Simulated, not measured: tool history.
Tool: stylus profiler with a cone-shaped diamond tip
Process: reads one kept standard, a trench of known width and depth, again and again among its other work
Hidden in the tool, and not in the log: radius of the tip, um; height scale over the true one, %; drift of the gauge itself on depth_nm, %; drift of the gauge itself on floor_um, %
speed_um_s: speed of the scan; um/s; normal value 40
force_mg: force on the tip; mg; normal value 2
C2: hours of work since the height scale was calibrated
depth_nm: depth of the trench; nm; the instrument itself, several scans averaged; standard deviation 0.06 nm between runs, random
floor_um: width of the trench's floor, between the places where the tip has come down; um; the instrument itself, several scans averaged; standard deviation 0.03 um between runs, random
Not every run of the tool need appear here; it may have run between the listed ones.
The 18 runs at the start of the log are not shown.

{"run": 19, "hour": 768.2, "speed_um_s": 16, "force_mg": 2, "scans with this tip": 2320, "C2": 552, "depth_nm": 202.47, "floor_um": 17.83}
{"run": 20, "hour": 828.9, "speed_um_s": 16, "force_mg": 2, "scans with this tip": 2435, "C2": 579, "depth_nm": 202.54, "floor_um": 17.74}
{"run": 21, "hour": 867.2, "speed_um_s": 16, "force_mg": 2, "scans with this tip": 2508, "C2": 597, "depth_nm": 202.49, "floor_um": 17.79}
{"run": 22, "hour": 903.4, "speed_um_s": 28, "force_mg": 1.25, "scans with this tip": 2576, "C2": 613, "depth_nm": 201.88, "floor_um": 17.65}
{"run": 23, "hour": 929.2, "speed_um_s": 22, "force_mg": 3.37, "scans with this tip": 2625, "C2": 625, "depth_nm": 203.43, "floor_um": 17.8}
{"run": 24, "hour": 954.2, "speed_um_s": 26, "force_mg": 2.57, "scans with this tip": 2673, "C2": 636, "depth_nm": 203, "floor_um": 17.74}
{"run": 25, "hour": 986.3, "speed_um_s": 56, "force_mg": 3.56, "scans with this tip": 2734, "C2": 651, "depth_nm": 203.7, "floor_um": 17.62}
{"run": 26, "hour": 1020.2, "speed_um_s": 56, "force_mg": 3.56, "scans with this tip": 2798, "C2": 666, "depth_nm": 203.65, "floor_um": 17.6}
{"run": 27, "hour": 1054.8, "speed_um_s": 116, "force_mg": 2, "scans with this tip": 2864, "C2": 682, "depth_nm": 202.72, "floor_um": 17.07}
{"run": 28, "hour": 1081.1, "speed_um_s": 116, "force_mg": 2, "scans with this tip": 2914, "C2": 693, "depth_nm": 202.63, "floor_um": 17.07}
{"run": 29, "hour": 1107.1, "speed_um_s": 76, "force_mg": 1.77, "scans with this tip": 2963, "C2": 705, "depth_nm": 202.44, "floor_um": 17.3}
{"run": 30, "hour": 1167.1, "speed_um_s": 76, "force_mg": 1.77, "scans with this tip": 3077, "C2": 732, "depth_nm": 202.38, "floor_um": 17.4}
{"run": 31, "hour": 1195.1, "speed_um_s": 149, "force_mg": 1.39, "scans with this tip": 3130, "C2": 745, "depth_nm": 202.11, "floor_um": 16.74}

Run 32 is up next; what results do you expect?
{"run": 32, "hour": 1233.3, "speed_um_s": 149, "force_mg": 1.39, "scans with this tip": 3203, "C2": 762, "depth_nm": "?", "floor_um": "?"}

depth_nm: 202.12 nm
floor_um: 16.71 um
Take away the tool's hidden state, keep the run-to-run variation as it was, and the same run would have given depth_nm 201.78 nm, floor_um 16.88 um.
